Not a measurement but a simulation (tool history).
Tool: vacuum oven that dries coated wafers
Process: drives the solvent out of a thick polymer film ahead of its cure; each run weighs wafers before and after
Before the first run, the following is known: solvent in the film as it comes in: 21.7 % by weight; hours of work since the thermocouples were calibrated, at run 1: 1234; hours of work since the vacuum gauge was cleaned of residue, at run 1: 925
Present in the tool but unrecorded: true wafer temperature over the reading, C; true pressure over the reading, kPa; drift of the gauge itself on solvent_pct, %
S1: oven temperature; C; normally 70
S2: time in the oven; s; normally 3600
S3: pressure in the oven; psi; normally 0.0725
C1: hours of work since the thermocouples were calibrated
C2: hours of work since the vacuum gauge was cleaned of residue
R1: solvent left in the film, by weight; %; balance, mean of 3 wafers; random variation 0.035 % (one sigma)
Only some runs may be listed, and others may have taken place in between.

{"run": 1, "hour": 0.0, "S1": 70, "S2": 3600, "S3": 0.0725, "C1": 1234, "C2": 925, "R1": 2.88}
{"run": 2, "hour": 60.1, "S1": 70, "S2": 3600, "S3": 0.0725, "C1": 1260, "C2": 951, "R1": 2.88}
{"run": 3, "hour": 106.2, "S1": 70, "S2": 4560, "S3": 0.0725, "C1": 1279, "C2": 971, "R1": 1.79}
{"run": 4, "hour": 137.1, "S1": 70, "S2": 3600, "S3": 0.0392, "C1": 1293, "C2": 984, "R1": 2.76}
{"run": 5, "hour": 173.9, "S1": 70, "S2": 3600, "S3": 0.0725, "C1": 1309, "C2": 1000, "R1": 2.77}
{"run": 6, "hour": 214.3, "S1": 71, "S2": 3600, "S3": 0.0725, "C1": 1326, "C2": 1017, "R1": 2.54}
{"run": 7, "hour": 281.1, "S1": 71, "S2": 3600, "S3": 0.0725, "C1": 1355, "C2": 1046, "R1": 2.49}
{"run": 8, "hour": 310.1, "S1": 71, "S2": 3600, "S3": 0.0725, "C1": 1367, "C2": 1058, "R1": 2.52}
{"run": 9, "hour": 366.5, "S1": 70, "S2": 2760, "S3": 0.0725, "C1": 1391, "C2": 1082, "R1": 4.18}
{"run": 10, "hour": 411.8, "S1": 70, "S2": 3600, "S3": 0.0725, "C1": 1411, "C2": 1102, "R1": 2.75}
{"run": 11, "hour": 469.6, "S1": 56, "S2": 3600, "S3": 0.0725, "C1": 1436, "C2": 1127, "R1": 7.18}
{"run": 12, "hour": 523.0, "S1": 56, "S2": 3600, "S3": 0.0725, "C1": 1459, "C2": 1150, "R1": 7.2}
{"run": 13, "hour": 563.5, "S1": 70, "S2": 3600, "S3": 0.0725, "C1": 1476, "C2": 1167, "R1": 2.78}
{"hour": 574.5, "done": "oven's thermocouples calibrated"}
{"run": 14, "hour": 616.5, "S1": 70, "S2": 3600, "S3": 0.0725, "C1": 18, "C2": 1189, "R1": 3.22}
{"run": 15, "hour": 665.8, "S1": 70, "S2": 3600, "S3": 0.2541, "C1": 39, "C2": 1210, "R1": 3.64}
{"hour": 671.8, "done": "vacuum gauge cleaned of residue and calibrated"}
{"run": 16, "hour": 721.4, "S1": 71, "S2": 3600, "S3": 0.1004, "C1": 62, "C2": 21, "R1": 2.98}
{"run": 17, "hour": 775.4, "S1": 63, "S2": 2100, "S3": 0.0463, "C1": 86, "C2": 45, "R1": 8.73}
{"run": 18, "hour": 837.0, "S1": 69, "S2": 4920, "S3": 0.0503, "C1": 112, "C2": 71, "R1": 1.93}
{"hour": 847.1, "done": "vacuum gauge cleaned of residue and calibrated, once more"}
{"run": 19, "hour": 884.2, "S1": 63, "S2": 3600, "S3": 0.0725, "C1": 132, "C2": 16, "R1": 5.26}
{"run": 20, "hour": 914.2, "S1": 63, "S2": 3600, "S3": 0.0725, "C1": 145, "C2": 29, "R1": 5.18}
{"run": 21, "hour": 963.4, "S1": 79, "S2": 2700, "S3": 0.0725, "C1": 166, "C2": 50, "R1": 2.28}
{"run": 22, "hour": 1000.5, "S1": 60, "S2": 2700, "S3": 0.0725, "C1": 182, "C2": 66, "R1": 8.06}
{"run": 23, "hour": 1063.1, "S1": 70, "S2": 3900, "S3": 0.0679, "C1": 209, "C2": 93, "R1": 2.6}
{"run": 24, "hour": 1126.4, "S1": 73, "S2": 3660, "S3": 0.1372, "C1": 236, "C2": 120, "R1": 2.4}
{"run": 25, "hour": 1155.0, "S1": 73, "S2": 3660, "S3": 0.1372, "C1": 248, "C2": 132, "R1": 2.35}
{"run": 26, "hour": 1204.1, "S1": 73, "S2": 3660, "S3": 0.1372, "C1": 269, "C2": 153, "R1": 2.33}

Consider 5 possible next runs. They are alternatives, not a sequence: every one starts from the tool as it was left by run 26. What does each give?
{"run": "A", "hour": 1255.0, "S1": 75, "S2": 5940, "S3": 0.17, "C1": 291, "C2": 175, "R1": "?"}
{"run": "B", "hour": 1255.0, "S1": 59, "S2": 4740, "S3": 0.2192, "C1": 291, "C2": 175, "R1": "?"}
{"run": "C", "hour": 1255.0, "S1": 65, "S2": 2760, "S3": 0.0434, "C1": 291, "C2": 175, "R1": "?"}
{"run": "D", "hour": 1255.0, "S1": 81, "S2": 3600, "S3": 0.0725, "C1": 291, "C2": 175, "R1": "?"}
{"run": "E", "hour": 1255.0, "S1": 58, "S2": 2580, "S3": 0.0725, "C1": 291, "C2": 175, "R1": "?"}

run=A R1=0.78
run=B R1=5.37
run=C R1=6.12
run=D R1=0.9
run=E R1=8.97
Without the tool's unlogged condition, the same runs would have read:
run=A R1=0.76
run=B R1=5.32
run=C R1=6.07
run=D R1=0.89
run=E R1=8.93
